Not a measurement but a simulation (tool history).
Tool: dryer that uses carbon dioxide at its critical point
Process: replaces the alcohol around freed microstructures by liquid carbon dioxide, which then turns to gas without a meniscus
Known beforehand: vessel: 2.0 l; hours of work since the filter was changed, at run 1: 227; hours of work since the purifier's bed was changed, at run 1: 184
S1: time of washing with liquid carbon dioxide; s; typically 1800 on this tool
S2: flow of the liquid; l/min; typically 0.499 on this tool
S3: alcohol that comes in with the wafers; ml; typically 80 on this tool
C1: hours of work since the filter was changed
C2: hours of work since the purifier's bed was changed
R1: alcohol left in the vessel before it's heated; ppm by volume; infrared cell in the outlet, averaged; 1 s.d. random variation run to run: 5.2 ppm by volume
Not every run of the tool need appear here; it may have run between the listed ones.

run,hour,S1,S2,S3,C1,C2,R1
1,0.0,1800,0.499,80,227,184,190
2,6.0,1800,0.499,80,230,187,187
3,10.2,1800,0.499,80,232,189,189
4,14.2,1800,0.499,80,235,191,191
5,22.8,1200,0.499,80,239,196,1035
6,27.1,1800,0.499,117,242,198,271
7,35.1,1800,0.481,80,246,203,235
8,43.7,1800,0.481,80,251,207,237
9,52.9,1800,0.481,80,256,212,231
10,57.1,1800,0.481,80,258,215,239
11,66.4,1800,0.481,80,263,220,237
12,75.2,1800,0.481,80,268,224,242
# hour 82.8: inlet filter changed
13,83.8,1800,0.369,80,1,229,419
14,91.9,1800,0.369,80,5,233,422
15,100.4,1800,0.499,33,10,238,70
16,108.0,1800,0.499,33,14,242,81
17,113.1,1800,0.499,33,16,244,79
18,117.4,1260,0.499,80,19,247,565
19,123.2,1800,0.452,80,22,250,188
20,127.8,1800,0.452,80,24,252,194
21,132.2,1800,0.452,80,27,255,189
22,142.2,1800,0.452,80,32,260,191
23,146.7,1800,0.452,80,35,263,196
24,156.3,1800,0.499,80,40,268,130
25,161.0,2820,0.401,80,42,270,64
26,168.4,2820,0.589,70,46,274,43
27,173.8,2820,0.589,26,49,277,44
28,181.2,1560,0.500,47,53,281,166
29,185.7,1620,0.550,79,56,284,135
30,193.3,2220,0.534,77,60,288,60
31,200.7,1860,0.372,80,64,292,408
32,208.1,1440,0.693,22,68,296,58
33,217.5,2820,0.555,78,73,301,47
34,224.7,1800,0.555,44,77,305,77
35,233.3,1140,0.317,44,82,310,1929
36,238.3,1140,0.317,44,84,312,1929
37,243.1,1680,0.499,46,87,315,136
38,250.6,1680,0.499,46,91,319,142
39,258.9,1680,0.398,25,95,323,198
40,265.7,1680,0.366,85,99,327,757
41,270.5,1680,0.366,85,102,330,745
42,275.6,1740,0.534,42,105,332,106
43,280.5,2460,0.499,26,107,335,54
44,285.8,2460,0.499,26,110,338,55
45,290.4,2100,0.485,80,113,340,102
46,296.0,2100,0.485,80,116,344,103
47,305.9,2100,0.485,80,121,349,98

Each row is a separate what-if for the run after 47, all from the same tool condition, not one after another. Results?
A,315.4,1800,0.499,28,126,354,?
B,315.4,1380,0.499,80,126,354,?
C,315.4,1440,0.372,32,126,354,?
D,315.4,1740,0.456,42,126,354,?

run,R1
A,94
B,485
C,518
D,165
What these runs would have given with no unlogged condition in the tool:
run,R1
A,34
B,337
C,382
D,86
